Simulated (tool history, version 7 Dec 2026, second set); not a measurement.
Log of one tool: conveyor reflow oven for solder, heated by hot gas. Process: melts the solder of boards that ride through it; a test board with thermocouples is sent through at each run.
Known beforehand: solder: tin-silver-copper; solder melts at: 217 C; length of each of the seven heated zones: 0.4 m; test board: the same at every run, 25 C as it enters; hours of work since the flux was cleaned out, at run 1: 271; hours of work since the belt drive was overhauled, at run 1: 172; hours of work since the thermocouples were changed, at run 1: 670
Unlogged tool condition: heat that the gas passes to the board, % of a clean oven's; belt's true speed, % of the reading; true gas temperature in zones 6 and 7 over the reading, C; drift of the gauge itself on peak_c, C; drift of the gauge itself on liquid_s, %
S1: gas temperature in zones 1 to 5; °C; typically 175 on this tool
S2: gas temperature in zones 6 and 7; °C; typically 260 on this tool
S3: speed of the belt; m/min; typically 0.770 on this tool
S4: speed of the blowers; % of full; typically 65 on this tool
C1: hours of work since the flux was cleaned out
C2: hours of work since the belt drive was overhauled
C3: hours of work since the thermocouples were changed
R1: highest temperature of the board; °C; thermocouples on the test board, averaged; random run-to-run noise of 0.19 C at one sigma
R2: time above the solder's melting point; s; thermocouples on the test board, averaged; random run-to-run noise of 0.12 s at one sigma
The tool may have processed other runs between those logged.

run	hour	S1	S2	S3	S4	C1	C2	C3	R1	R2
1	0.0	175	260	0.770	65	271	172	670	250.0	46.5
# hour 13.4: flux residue cleaned out of gas plates and filters
2	20.2	175	264	0.770	65	4	181	679	254.8	49.6
3	44.8	175	264	0.770	65	20	197	695	255.2	49.4
4	72.0	175	264	0.770	65	38	215	713	254.9	49.5
5	106.1	175	264	0.770	65	60	237	735	254.5	49.7
6	135.5	175	264	0.770	65	78	255	754	255.2	49.6
7	171.7	175	260	0.917	65	102	279	777	246.4	35.8
8	199.1	175	260	0.917	65	119	296	794	246.3	35.9
9	228.4	175	259	0.770	65	138	315	813	250.2	47.1
10	244.8	175	259	0.770	65	149	326	824	249.7	46.8
11	270.5	175	260	0.770	65	165	342	840	250.9	47.5
12	292.8	175	260	0.770	65	180	356	855	251.0	47.2
13	312.8	175	260	0.770	65	192	369	867	250.9	47.2
14	330.3	175	260	0.770	65	204	381	879	251.1	47.4
15	348.1	175	260	0.770	65	215	392	890	250.8	47.2
16	375.5	175	260	0.770	73	233	410	908	252.0	48.4
17	404.2	175	260	0.770	73	251	428	926	252.4	48.4
18	433.6	175	260	0.770	73	270	447	945	252.1	48.5
# hour 448.0: flux residue cleaned out of gas plates and filters
19	472.6	182	249	0.770	65	16	469	967	243.1	45.0
20	506.0	175	272	0.640	77	37	490	988	269.0	68.0
21	533.7	175	272	0.640	77	55	508	1006	269.5	68.0
# hour 551.5: thermocouples of zones 6 and 7 changed
22	560.3	179	250	0.754	67	71	524	6	241.5	44.7
23	594.6	185	269	0.770	59	93	546	28	258.1	54.1

The next listed run, before its measurement:
24	631.4	171	256	0.724	65	117	570	51	?	?

{"run 24": {"R1": 246.7, "R2": 47.2}}
The same run, on a tool lacking any hidden state, would have yielded R1 246.5 °C, R2 47.0 s.

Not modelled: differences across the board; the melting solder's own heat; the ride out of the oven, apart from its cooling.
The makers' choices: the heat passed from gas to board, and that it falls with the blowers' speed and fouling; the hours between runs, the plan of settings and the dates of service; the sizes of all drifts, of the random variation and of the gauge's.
